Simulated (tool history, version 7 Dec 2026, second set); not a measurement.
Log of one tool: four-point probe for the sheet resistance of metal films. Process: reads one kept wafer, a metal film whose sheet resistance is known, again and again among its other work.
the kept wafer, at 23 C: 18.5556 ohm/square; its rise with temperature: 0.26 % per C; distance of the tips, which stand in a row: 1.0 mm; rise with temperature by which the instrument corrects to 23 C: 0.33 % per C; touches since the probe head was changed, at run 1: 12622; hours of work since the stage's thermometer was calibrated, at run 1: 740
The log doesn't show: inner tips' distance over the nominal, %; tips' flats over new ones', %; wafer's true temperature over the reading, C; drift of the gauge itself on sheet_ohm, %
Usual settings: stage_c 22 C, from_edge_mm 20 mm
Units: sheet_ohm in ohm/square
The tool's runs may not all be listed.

run,hour,stage_c,from_edge_mm,touches since the probe head was changed,hours of work since the stage's thermometer was calibrated,sheet_ohm
1,0.0,22,20,12622,740,18.571664
2,6.8,22,3,12980,745,19.589148
3,19.1,22,20,13631,754,18.563977
4,25.6,22,20,13976,759,18.567383
5,40.6,22,20,14770,769,18.560727
6,48.6,22,20,15195,775,18.564431
7,62.9,22,20,15950,785,18.565240
8,72.7,22,20,16470,792,18.566482
9,81.5,22,20,16932,798,18.558656
10,88.7,22,20,17314,803,18.568684
11,96.0,22,9,17699,809,18.663972
12,106.4,22,9,18252,816,18.657136
13,114.1,22,9,18659,821,18.661362
14,121.0,22,9,19025,826,18.654120
15,127.8,22,9,19384,831,18.656740
16,140.7,22,51,20064,840,18.539167
17,155.0,22,20,20823,850,18.561661
18,168.3,22,20,21527,860,18.557981
19,179.7,22,20,22129,868,18.558970
# hour 181.4: stage's thermometer calibrated
20,186.5,24,20,22462,4,18.537004
21,200.9,24,20,23224,14,18.530800
22,209.0,34,8,23651,20,18.532159
23,218.2,34,5,24137,26,18.768595
24,226.4,34,5,24571,32,18.769925
25,239.0,33,57,25238,41,18.387714
26,249.7,33,57,25803,48,18.392237
# hour 255.6: stage's thermometer calibrated, once more
27,260.2,30,6,26334,3,18.685671
28,273.8,30,6,27055,13,18.675742
29,280.6,30,6,27412,18,18.679777
30,293.8,20,10,28115,27,18.636539
31,304.0,27,34,28650,34,18.455320
32,312.3,19,5,29089,40,18.941857
33,325.6,19,45,29795,50,18.553882

Run 34 comes next. What will it give?
34,335.8,28,20,30335,57,?

sheet_ohm: 18.450881 ohm/square
Without the tool's hidden state the same run would have given sheet_ohm 18.511566 ohm/square.
